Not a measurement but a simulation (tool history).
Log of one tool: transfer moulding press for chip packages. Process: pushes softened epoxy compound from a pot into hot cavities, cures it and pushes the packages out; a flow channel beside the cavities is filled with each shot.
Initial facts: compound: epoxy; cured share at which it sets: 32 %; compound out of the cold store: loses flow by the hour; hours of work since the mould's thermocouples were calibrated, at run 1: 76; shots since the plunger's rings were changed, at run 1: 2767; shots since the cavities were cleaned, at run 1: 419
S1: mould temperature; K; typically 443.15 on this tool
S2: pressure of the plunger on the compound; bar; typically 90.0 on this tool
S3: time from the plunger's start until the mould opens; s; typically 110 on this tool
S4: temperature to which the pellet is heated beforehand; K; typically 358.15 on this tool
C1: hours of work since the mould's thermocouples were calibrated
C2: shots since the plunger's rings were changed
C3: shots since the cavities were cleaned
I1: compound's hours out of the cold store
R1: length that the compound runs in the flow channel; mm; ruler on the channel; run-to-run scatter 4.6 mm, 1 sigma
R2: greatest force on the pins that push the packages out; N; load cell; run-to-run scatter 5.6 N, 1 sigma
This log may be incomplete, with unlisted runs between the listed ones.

| run | hour | S1 | S2 | S3 | S4 | C1 | C2 | C3 | I1 | R1 | R2 |
|---|---|---|---|---|---|---|---|---|---|---|---|
| 1 | 0.0 | 443.15 | 90.0 | 110 | 358.15 | 76 | 2767 | 419 | 19.7 | 579 | 272 |
|  | 6.1 | plunger's sealing rings changed |
|  | 11.4 | cavities cleaned with cleaning compound and waxed |
| 2 | 36.4 | 443.15 | 90.0 | 110 | 358.15 | 100 | 388 | 336 | 39.2 | 542 | 253 |
|  | 50.4 | cavities cleaned with cleaning compound and waxed |
| 3 | 71.5 | 443.15 | 90.0 | 110 | 358.15 | 126 | 840 | 284 | 45.0 | 526 | 234 |
|  | 89.3 | cavities cleaned with cleaning compound and waxed |
| 4 | 112.9 | 443.15 | 90.0 | 110 | 358.15 | 156 | 1378 | 317 | 23.3 | 573 | 250 |
|  | 126.8 | cavities cleaned with cleaning compound and waxed |
| 5 | 138.2 | 443.15 | 90.0 | 110 | 358.15 | 174 | 1699 | 155 | 8.3 | 614 | 234 |
| 6 | 159.8 | 443.15 | 72.4 | 110 | 358.15 | 190 | 1989 | 445 | 35.7 | 478 | 256 |
|  | 165.0 | cavities cleaned with cleaning compound and waxed |
| 7 | 195.5 | 443.15 | 72.4 | 110 | 358.15 | 216 | 2450 | 411 | 34.3 | 484 | 262 |
|  | 203.1 | cavities cleaned with cleaning compound and waxed |
| 8 | 220.3 | 443.15 | 72.4 | 110 | 358.15 | 234 | 2764 | 231 | 46.0 | 453 | 228 |
|  | 226.5 | plunger's sealing rings changed |
|  | 243.7 | cavities cleaned with cleaning compound and waxed |
| 9 | 258.7 | 443.15 | 90.0 | 98 | 358.15 | 259 | 413 | 203 | 20.5 | 596 | 303 |
|  | 283.0 | cavities cleaned with cleaning compound and waxed |
| 10 | 284.3 | 443.15 | 78.0 | 98 | 358.15 | 278 | 737 | 17 | 26.6 | 531 | 263 |
|  | 319.5 | cavities cleaned with cleaning compound and waxed |
| 11 | 321.9 | 437.15 | 78.0 | 112 | 358.15 | 305 | 1224 | 33 | 23.8 | 559 | 319 |
|  | 356.1 | cavities cleaned with cleaning compound and waxed |
| 12 | 359.8 | 437.15 | 78.7 | 100 | 355.15 | 332 | 1714 | 50 | 23.0 | 563 | 424 |
|  | 395.4 | cavities cleaned with cleaning compound and waxed |
| 13 | 396.5 | 437.15 | 78.7 | 100 | 355.15 | 359 | 2188 | 14 | 27.5 | 553 | 405 |
| 14 | 419.9 | 437.15 | 78.7 | 100 | 355.15 | 377 | 2504 | 330 | 19.0 | 568 | 525 |
|  | 433.8 | cavities cleaned with cleaning compound and waxed |
|  | 446.6 | plunger's sealing rings changed |
| 15 | 446.6 | 443.15 | 90.0 | 110 | 352.15 | 394 | 0 | 138 | 21.9 | 594 | 235 |
|  | 474.4 | cavities cleaned with cleaning compound and waxed |
| 16 | 492.4 | 446.15 | 103.9 | 93 | 366.15 | 427 | 597 | 243 | 10.1 | 664 | 283 |
|  | 503.1 | mould's thermocouples calibrated |
|  | 513.3 | cavities cleaned with cleaning compound and waxed |
| 17 | 519.9 | 446.15 | 72.7 | 93 | 358.15 | 12 | 920 | 88 | 43.2 | 466 | 243 |
| 18 | 538.7 | 443.15 | 90.0 | 110 | 348.15 | 26 | 1173 | 341 | 16.4 | 599 | 264 |
|  | 550.5 | cavities cleaned with cleaning compound and waxed |
| 19 | 583.5 | 443.15 | 90.0 | 134 | 349.15 | 58 | 1756 | 444 | 34.4 | 547 | 214 |
|  | 588.7 | cavities cleaned with cleaning compound and waxed |
| 20 | 606.5 | 443.15 | 90.0 | 110 | 358.15 | 75 | 2045 | 239 | 22.2 | 582 | 248 |

3 options for the next run, each taken on its own from the tool as it stands now. Forecast them:
|  | 626.6 | cavities cleaned with cleaning compound and waxed |
| A | 648.0 | 443.15 | 90.0 | 94 | 358.15 | 105 | 2585 | 289 | 25.8 | ? | ? |
|  | 626.6 | cavities cleaned with cleaning compound and waxed |
| B | 648.0 | 443.15 | 80.2 | 101 | 366.15 | 105 | 2585 | 289 | 11.0 | ? | ? |
|  | 626.6 | cavities cleaned with cleaning compound and waxed |
| C | 648.0 | 445.15 | 83.4 | 110 | 367.15 | 105 | 2585 | 289 | 14.6 | ? | ? |

| run | R1 | R2 |
|---|---|---|
| A | 564 | 351 |
| B | 563 | 303 |
| C | 549 | 228 |
Stripped of hidden state, with their random variation kept, the same runs would have yielded:
| run | R1 | R2 |
|---|---|---|
| A | 588 | 282 |
| B | 587 | 243 |
| C | 572 | 184 |
